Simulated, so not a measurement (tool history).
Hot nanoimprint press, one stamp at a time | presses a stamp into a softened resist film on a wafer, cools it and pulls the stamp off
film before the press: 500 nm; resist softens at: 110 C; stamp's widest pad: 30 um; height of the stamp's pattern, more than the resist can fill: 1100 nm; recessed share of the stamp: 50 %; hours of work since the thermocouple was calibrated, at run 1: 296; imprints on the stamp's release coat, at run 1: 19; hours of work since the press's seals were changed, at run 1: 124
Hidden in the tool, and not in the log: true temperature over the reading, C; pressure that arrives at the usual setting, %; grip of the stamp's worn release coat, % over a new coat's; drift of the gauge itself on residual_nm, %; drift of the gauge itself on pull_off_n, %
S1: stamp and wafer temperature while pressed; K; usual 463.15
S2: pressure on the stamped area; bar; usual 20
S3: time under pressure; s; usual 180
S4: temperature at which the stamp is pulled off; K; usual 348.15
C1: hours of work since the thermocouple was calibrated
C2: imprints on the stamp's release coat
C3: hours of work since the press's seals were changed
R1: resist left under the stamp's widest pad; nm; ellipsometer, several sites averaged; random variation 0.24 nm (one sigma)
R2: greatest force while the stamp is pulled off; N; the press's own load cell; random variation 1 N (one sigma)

run     day      S1    S2   S3      S4   C1   C2   C3     R1   R2
  1       0  463.15    20  180  348.15  296   19  124  184.7  111
  2   0.712  463.15    20  180  348.15  305   76  133  184.2  114
  3   1.254  463.15    20  180  348.15  311  119  139    184  115
  4   1.921  463.15    20  180  348.15  320  172  148  183.6  117
  5   2.483  463.15    20  180  348.15  327  217  155    184  118
  6   2.783  463.15    20  180  344.15  330  240  158  183.6  134
  7   3.358  463.15    20  180  344.15  337  286  165  183.7  134
  8   3.938  463.15    20  180  344.15  344  332  173  183.8  135
  9   4.488  463.15    20  180  344.15  351  376  179  183.3  139
      4.658  -- plate thermocouple calibrated
 10   5.308  463.15    20  180  344.15    8  432  188  182.2  142
 11   5.717  463.15    20  180  344.15   13  464  193  181.9  143
 12   6.179  463.15    20  180  344.15   19  501  199  182.4  143
      6.492  -- stamp cleaned and given a new release coat
 13   6.742  455.15    20  180  344.15   23   20  203  235.7  121
 14   7.404  455.15  16.4  180  344.15   31   72  211  254.3  124
 15   7.721  456.15    20  205  348.15   35   98  215  216.9  112
      8.212  -- plate thermocouple calibrated, once more
 16   8.354  469.15    20  205  348.15    2  138  221  151.5  120
 17   9.058  455.15  26.1   94  348.15   10  194  230    285  122
 18   9.383  463.15    20  180  335.15   14  220  234  193.6  166
 19   9.992  459.15  18.6  180  348.15   22  268  241  227.3  127
 20  10.612  459.15  16.7  180  352.15   30  318  249  236.1  114
 21  11.162  465.15  28.8  114  352.15   36  362  256  186.4  115
 22  11.496  460.15  13.8  100  340.15   41  388  260  302.4  159
 23    12.2  459.15  22.7  180  355.15   49  444  269  208.2  109
 24  12.879  459.15  22.7  180  355.15   58  498  277  207.6  112

Hidden state at the last listed run before each entry between runs and at the first one after, where it differs:
Between runs 9 and 10: plate thermocouple calibrated (day 4.658)
  true temperature over the reading, C: 1.31 -> 1.51; pressure that arrives at the usual setting, %: 98.61 -> 98.54; grip of the stamp's worn release coat, % over a new coat's: 14.7 -> 16.9
  measured less the result without the state, R1: -6.6 -> -7.8 nm; R2: +13 -> +16 N
Between runs 12 and 13: stamp cleaned and given a new release coat (day 6.492)
  true temperature over the reading, C: 1.55 -> 1.56; pressure that arrives at the usual setting, %: 98.43 -> 98.4; grip of the stamp's worn release coat, % over a new coat's: 19.7 -> 0.8
  measured less the result without the state, R1: -7.9 -> -10.5 nm; R2: +19 -> -4 N
Between runs 15 and 16: plate thermocouple calibrated, once more (day 8.212)
  true temperature over the reading, C: 1.61 -> -0.3; pressure that arrives at the usual setting, %: 98.3 -> 98.23; grip of the stamp's worn release coat, % over a new coat's: 3.7 -> 5.3
  measured less the result without the state, R1: -10.2 -> +2.7 nm; R2: +0 -> +7 N
